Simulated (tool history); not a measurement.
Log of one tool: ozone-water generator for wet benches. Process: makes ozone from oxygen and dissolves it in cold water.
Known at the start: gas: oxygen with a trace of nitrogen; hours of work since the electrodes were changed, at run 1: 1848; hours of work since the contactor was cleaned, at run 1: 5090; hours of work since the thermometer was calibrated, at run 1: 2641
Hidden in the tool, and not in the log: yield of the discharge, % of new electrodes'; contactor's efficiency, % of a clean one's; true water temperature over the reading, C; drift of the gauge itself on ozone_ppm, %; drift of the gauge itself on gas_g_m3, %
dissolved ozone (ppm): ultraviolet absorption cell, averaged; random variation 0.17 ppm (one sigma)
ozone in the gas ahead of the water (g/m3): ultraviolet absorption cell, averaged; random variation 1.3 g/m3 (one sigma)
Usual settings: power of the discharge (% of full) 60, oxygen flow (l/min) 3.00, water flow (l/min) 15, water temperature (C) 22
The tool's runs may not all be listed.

run,hour,power of the discharge (% of full),oxygen flow (l/min),water flow (l/min),water temperature (C),hours of work since the electrodes were changed,hours of work since the contactor was cleaned,hours of work since the thermometer was calibrated,dissolved ozone (ppm),ozone in the gas ahead of the water (g/m3)
1,0.0,60,3.00,15,22,1848,5090,2641,20.5,230.0
2,42.3,60,3.00,15,21,1888,5131,2681,20.4,230.2
3,110.4,60,3.00,15,21,1953,5196,2746,20.4,228.7
4,173.5,60,3.00,15,21,2013,5256,2806,20.3,228.9
5,214.5,60,3.00,15,22,2052,5295,2845,20.3,227.5
6,252.2,60,3.00,15,22,2088,5331,2881,20.2,229.9
7,294.9,62,3.00,15,22,2128,5371,2922,20.4,234.7
8,360.3,60,3.00,15,22,2191,5434,2984,20.3,231.2
9,388.3,60,1.77,10,29,2217,5460,3011,25.4,313.0
10,418.1,60,1.77,10,29,2246,5489,3039,25.6,311.3
11,464.2,60,1.77,10,29,2290,5533,3083,25.0,312.0
12,499.5,82,3.58,15,22,2323,5566,3117,23.5,244.4
13,566.0,82,3.58,15,22,2387,5630,3180,23.4,241.6

Run 14 comes next. What will it give?
14,621.1,71,3.58,10,22,2439,5682,3233,?,?

Run 14 gave dissolved ozone (ppm) 28.6, ozone in the gas ahead of the water (g/m3) 224.9.
Without the tool's hidden state the same run would have given dissolved ozone (ppm) 31.6, ozone in the gas ahead of the water (g/m3) 236.0.

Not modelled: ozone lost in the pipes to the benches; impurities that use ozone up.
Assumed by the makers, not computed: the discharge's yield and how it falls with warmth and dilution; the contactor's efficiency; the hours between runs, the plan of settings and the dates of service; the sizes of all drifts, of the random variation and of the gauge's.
